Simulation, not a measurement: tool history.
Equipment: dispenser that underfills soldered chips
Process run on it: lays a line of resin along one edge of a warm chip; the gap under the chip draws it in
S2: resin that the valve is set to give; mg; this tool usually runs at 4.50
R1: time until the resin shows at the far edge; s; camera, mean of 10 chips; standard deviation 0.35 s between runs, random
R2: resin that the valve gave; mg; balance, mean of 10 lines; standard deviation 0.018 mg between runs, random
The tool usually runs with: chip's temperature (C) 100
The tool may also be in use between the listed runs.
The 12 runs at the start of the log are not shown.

-- day=1.788 dispensing valve cleaned and set on the balance
run 13 day=1.929 | chip's_temperature_(C)=101 S2=4.50 | R1=23.2 R2=4.47
run 14 day=2.038 | chip's_temperature_(C)=101 S2=4.50 | R1=25.3 R2=4.46
-- day=2.146 new syringe of resin
run 15 day=2.229 | chip's_temperature_(C)=100 S2=4.50 | R1=18.1 R2=4.52
run 16 day=2.462 | chip's_temperature_(C)=100 S2=4.50 | R1=22.0 R2=4.45
run 17 day=2.617 | chip's_temperature_(C)=100 S2=4.50 | R1=25.3 R2=4.45
-- day=2.771 new syringe of resin
run 18 day=2.854 | chip's_temperature_(C)=100 S2=4.50 | R1=18.6 R2=4.44
run 19 day=3.067 | chip's_temperature_(C)=87 S2=4.63 | R1=35.3 R2=4.53
run 20 day=3.171 | chip's_temperature_(C)=93 S2=4.29 | R1=31.0 R2=4.20
run 21 day=3.338 | chip's_temperature_(C)=85 S2=4.94 | R1=47.4 R2=4.82
-- day=3.396 new syringe of resin
run 22 day=3.512 | chip's_temperature_(C)=92 S2=4.03 | R1=26.4 R2=3.92
run 23 day=3.712 | chip's_temperature_(C)=100 S2=5.76 | R1=22.3 R2=5.59
run 24 day=3.875 | chip's_temperature_(C)=100 S2=5.76 | R1=25.0 R2=5.59
-- day=4.029 new syringe of resin
run 25 day=4.079 | chip's_temperature_(C)=92 S2=5.76 | R1=24.1 R2=5.57
run 26 day=4.317 | chip's_temperature_(C)=114 S2=4.56 | R1=13.2 R2=4.42
run 27 day=4.512 | chip's_temperature_(C)=114 S2=4.56 | R1=15.5 R2=4.40
-- day=4.658 new syringe of resin
run 28 day=4.721 | chip's_temperature_(C)=114 S2=4.56 | R1=11.1 R2=4.39
run 29 day=4.862 | chip's_temperature_(C)=109 S2=5.76 | R1=14.7 R2=5.49
run 30 day=5.046 | chip's_temperature_(C)=98 S2=5.05 | R1=26.3 R2=4.81
run 31 day=5.175 | chip's_temperature_(C)=87 S2=5.39 | R1=43.5 R2=5.14
-- day=5.233 dispensing valve cleaned and set on the balance
-- day=5.338 new syringe of resin
run 32 day=5.350 | chip's_temperature_(C)=107 S2=4.69 | R1=12.9 R2=4.66
run 33 day=5.550 | chip's_temperature_(C)=94 S2=5.70 | R1=25.4 R2=5.70
run 34 day=5.762 | chip's_temperature_(C)=114 S2=3.96 | R1=14.3 R2=3.88
-- day=5.962 new syringe of resin
run 35 day=5.992 | chip's_temperature_(C)=114 S2=4.81 | R1=11.1 R2=4.75
run 36 day=6.204 | chip's_temperature_(C)=114 S2=4.81 | R1=12.5 R2=4.76

What if the next run were any one of these 3? Each begins from the tool's condition after run 36:
run A day=6.442 | chip's_temperature_(C)=96 S2=4.50 | R1=? R2=?
run B day=6.442 | chip's_temperature_(C)=89 S2=3.87 | R1=? R2=?
run C day=6.442 | chip's_temperature_(C)=96 S2=4.81 | R1=? R2=?

run=A R1=30.3 R2=4.43
run=B R1=40.6 R2=3.80
run=C R1=28.7 R2=4.72
Without the tool's unlogged condition, the same runs would have read:
run=A R1=20.9 R2=4.51
run=B R1=27.8 R2=3.86
run=C R1=19.6 R2=4.80
